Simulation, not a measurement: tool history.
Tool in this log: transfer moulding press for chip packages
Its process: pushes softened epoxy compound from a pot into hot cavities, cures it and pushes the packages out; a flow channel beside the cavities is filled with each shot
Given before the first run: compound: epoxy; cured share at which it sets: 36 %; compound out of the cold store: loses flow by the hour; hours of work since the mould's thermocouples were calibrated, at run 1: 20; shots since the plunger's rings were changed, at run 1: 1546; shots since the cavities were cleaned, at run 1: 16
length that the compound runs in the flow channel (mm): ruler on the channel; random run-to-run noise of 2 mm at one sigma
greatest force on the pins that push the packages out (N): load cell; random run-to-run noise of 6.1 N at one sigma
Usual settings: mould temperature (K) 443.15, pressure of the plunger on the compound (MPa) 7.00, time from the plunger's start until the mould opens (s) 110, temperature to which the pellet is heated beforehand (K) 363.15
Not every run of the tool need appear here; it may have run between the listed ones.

run   hour  mould temperature (K)  pressure of the plunger on the compound (MPa)  time from the plunger's start until the mould opens (s)  temperature to which the pellet is heated beforehand (K)  hours of work since the mould's thermocouples were calibrated  shots since the plunger's rings were changed  shots since the cavities were cleaned  incoming compound's hours out of the cold store  length that the compound runs in the flow channel (mm)  greatest force on the pins that push the packages out (N)
  1    0.0                 443.15                                           7.00                                                      110                                                    363.15                                                             20                                          1546                                     16                                             47.0                                                     695                                                        243
  2    7.4                 443.15                                           7.00                                                      110                                                    363.15                                                             25                                          1614                                     84                                             12.0                                                     751                                                        280
  3   11.9                 443.15                                           7.00                                                      110                                                    363.15                                                             27                                          1656                                    126                                             36.3                                                     716                                                        277
  4   21.9                 443.15                                           7.00                                                      110                                                    363.15                                                             33                                          1747                                    217                                             21.3                                                     735                                                        296
  5   27.0                 443.15                                           7.00                                                      110                                                    363.15                                                             36                                          1794                                    264                                             16.7                                                     744                                                        327
  6   36.9                 443.15                                           8.62                                                      110                                                    363.15                                                             41                                          1886                                    356                                             26.8                                                     807                                                        327
  7   42.5                 443.15                                           8.62                                                      110                                                    363.15                                                             45                                          1937                                    407                                             31.5                                                     796                                                        331
      44.8  -- cavities cleaned with cleaning compound and waxed
  8   50.2                 443.15                                           8.62                                                      110                                                    363.15                                                             48                                          1994                                     50                                             47.6                                                     770                                                        251
  9   59.8                 443.15                                           8.62                                                      110                                                    363.15                                                             54                                          2082                                    138                                             11.9                                                     832                                                        286
 10   64.3                 443.15                                           7.00                                                       91                                                    363.15                                                             56                                          2123                                    179                                             25.8                                                     721                                                        401
 11   69.7                 443.15                                           7.00                                                       91                                                    363.15                                                             59                                          2173                                    229                                             23.2                                                     727                                                        442
 12   79.7                 443.15                                           7.00                                                       91                                                    363.15                                                             65                                          2266                                    322                                             20.6                                                     732                                                        477
 13   88.1                 443.15                                           7.00                                                      110                                                    363.15                                                             70                                          2343                                    399                                             47.8                                                     689                                                        323
      91.1  -- cavities cleaned with cleaning compound and waxed
 14   94.6                 443.15                                           7.00                                                      110                                                    363.15                                                             73                                          2389                                     33                                             45.6                                                     693                                                        236
 15  100.6                 443.15                                           6.13                                                      110                                                    359.15                                                             76                                          2444                                     88                                             17.5                                                     689                                                        267
 16  106.0                 443.15                                           6.13                                                      110                                                    359.15                                                             79                                          2494                                    138                                             26.0                                                     672                                                        295
 17  112.3                 442.15                                           6.13                                                      110                                                    358.15                                                             83                                          2552                                    196                                             16.3                                                     692                                                        331
 18  117.2                 445.15                                           7.00                                                      110                                                    358.15                                                             86                                          2597                                    241                                             22.8                                                     716                                                        283
 19  127.3                 445.15                                           7.00                                                      110                                                    358.15                                                             92                                          2689                                    333                                             42.6                                                     683                                                        305
     137.4  -- cavities cleaned with cleaning compound and waxed
 20  139.0                 445.15                                           7.00                                                      110                                                    358.15                                                             97                                          2783                                     15                                             44.2                                                     683                                                        220
 21  148.3                 445.15                                           5.79                                                      107                                                    365.15                                                            103                                          2869                                    101                                             26.5                                                     644                                                        252
 22  153.5                 445.15                                           5.79                                                      107                                                    365.15                                                            106                                          2917                                    149                                             36.0                                                     632                                                        254
 23  161.5                 445.15                                           5.79                                                      107                                                    365.15                                                            110                                          2990                                    222                                             31.3                                                     630                                                        288
 24  172.0                 445.15                                           5.79                                                      107                                                    365.15                                                            116                                          3087                                    319                                             25.8                                                     640                                                        310
 25  176.8                 448.15                                           7.13                                                      112                                                    354.15                                                            119                                          3131                                    363                                             42.7                                                     681                                                        285

What does the tool deliver on the next run?
     183.7  -- cavities cleaned with cleaning compound and waxed
 26  186.6                 443.15                                           7.37                                                      110                                                    363.15                                                            124                                          3207                                     27                                             33.6                                                       ?                                                          ?

{"run 26": {"length that the compound runs in the flow channel (mm)": 722, "greatest force on the pins that push the packages out (N)": 244}}
Had the tool carried no hidden state, the very same run would have given length that the compound runs in the flow channel (mm) 762, greatest force on the pins that push the packages out (N) 231.
